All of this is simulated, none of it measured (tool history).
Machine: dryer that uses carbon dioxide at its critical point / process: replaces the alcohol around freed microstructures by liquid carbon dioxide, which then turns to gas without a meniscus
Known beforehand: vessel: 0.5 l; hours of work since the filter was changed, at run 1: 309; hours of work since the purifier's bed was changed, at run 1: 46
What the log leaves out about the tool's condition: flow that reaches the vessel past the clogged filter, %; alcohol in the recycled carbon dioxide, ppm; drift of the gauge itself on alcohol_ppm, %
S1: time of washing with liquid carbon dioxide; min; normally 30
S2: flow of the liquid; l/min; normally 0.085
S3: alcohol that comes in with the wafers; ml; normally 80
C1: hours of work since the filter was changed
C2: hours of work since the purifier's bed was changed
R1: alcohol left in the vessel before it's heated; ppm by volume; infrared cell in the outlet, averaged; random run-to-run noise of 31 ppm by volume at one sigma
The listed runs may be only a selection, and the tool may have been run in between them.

run,day,S1,S2,S3,C1,C2,R1
1,0,30,0.085,80,309,46,2890
2,1.079,30,0.085,80,320,57,2847
3,2.662,30,0.1061,80,335,72,1089
4,4.258,30,0.085,81,350,88,2984
5,5.312,30,0.085,80,361,98,3015
6,7.092,30,0.085,80,378,115,3062
7,8.142,30,0.085,80,388,126,3063
8,9.696,30,0.085,80,403,141,3107
9,11.638,30,0.085,80,422,160,3216
10,13.483,30,0.1355,80,440,177,340
11,15.546,30,0.1355,80,460,198,356
12,17.575,30,0.085,62,480,217,2657
13,19.004,30,0.085,62,494,231,2655
14,20.796,30,0.085,62,511,249,2699
15,22.788,30,0.085,80,531,268,3621
16,23.738,30,0.0825,80,540,277,4039
17,24.688,30,0.0825,80,549,286,4091
18,25.804,30,0.1248,80,560,297,666
# day 26.833: inlet filter changed
19,27.833,30,0.085,80,10,317,2161
20,28.704,30,0.085,80,18,325,2185
21,29.825,30,0.085,45,29,336,1250
22,31.179,30,0.085,45,42,349,1271
23,32.621,38,0.0559,62,56,363,3585
24,34.167,38,0.0559,62,71,378,3614
25,36.196,23,0.0797,95,91,398,8998
26,37.175,23,0.0797,95,101,408,9074
27,38.392,27,0.1368,37,112,419,223
28,39.708,26,0.0572,36,125,432,6140
29,41.283,23,0.085,73,141,447,5960
30,42.671,25,0.0756,73,154,461,6803
31,43.538,47,0.1184,63,162,469,97
32,45.442,47,0.1184,63,181,488,81
33,47.117,32,0.0649,90,197,504,6188
34,48.979,23,0.0842,33,215,522,2932
35,50.3,30,0.085,21,228,535,737
36,51.925,30,0.085,29,244,551,1070
37,53.062,30,0.085,37,255,562,1334
38,54.075,34,0.0601,41,265,572,3254
39,55.65,34,0.0716,95,280,587,3910
40,57.425,30,0.0601,80,298,604,9244

Here are 3 independent what-if runs from the current tool condition. What would each one return?
A,58.592,27,0.0624,40,309,616,?
B,58.592,30,0.0807,80,309,616,?
C,58.592,33,0.0542,51,309,616,?

run,R1
A,5601
B,3559
C,6129
Without the tool's hidden state the same runs would have given:
run,R1
A,4418
B,2521
C,4773

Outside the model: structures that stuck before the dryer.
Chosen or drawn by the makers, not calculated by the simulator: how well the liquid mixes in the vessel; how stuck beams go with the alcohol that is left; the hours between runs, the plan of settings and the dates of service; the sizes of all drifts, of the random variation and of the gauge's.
